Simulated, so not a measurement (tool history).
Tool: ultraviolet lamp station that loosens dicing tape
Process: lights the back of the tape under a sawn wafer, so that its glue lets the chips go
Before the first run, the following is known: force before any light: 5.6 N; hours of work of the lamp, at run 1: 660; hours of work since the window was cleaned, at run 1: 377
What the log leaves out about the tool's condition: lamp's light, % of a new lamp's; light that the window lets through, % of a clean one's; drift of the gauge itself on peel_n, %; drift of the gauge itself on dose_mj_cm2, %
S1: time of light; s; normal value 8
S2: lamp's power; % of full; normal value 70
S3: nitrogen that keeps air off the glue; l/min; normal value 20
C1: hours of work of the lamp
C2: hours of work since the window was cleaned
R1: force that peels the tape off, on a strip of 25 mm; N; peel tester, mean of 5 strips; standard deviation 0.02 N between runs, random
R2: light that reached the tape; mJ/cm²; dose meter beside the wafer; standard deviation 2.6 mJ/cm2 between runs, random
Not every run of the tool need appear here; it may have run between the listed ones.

run   hour  S1  S2  S3   C1   C2     R1   R2
  1    0.0   8  70  20  660  377  1.401  265
  2   32.8   8  70  20  680  397  1.393  261
  3   54.4   8  74  20  693  410  1.345  273
  4   75.2   8  70  20  706  423  1.433  256
  5   97.6   8  70  20  720  437  1.454  256
  6  128.4   8  70  20  739  456  1.429  257
  7  160.3   8  70  20  759  476  1.465  252
  8  187.4   8  70  20  775  492  1.518  251
  9  207.6   9  87  20  788  505  0.967  342

What will run 10 give?
 10  224.8   4  77  20  798  515   ?   ?

R1: 2.680 N
R2: 134 mJ/cm²
Had the tool carried no hidden state, the very same run would have given R1 2.014 N, R2 188 mJ/cm².
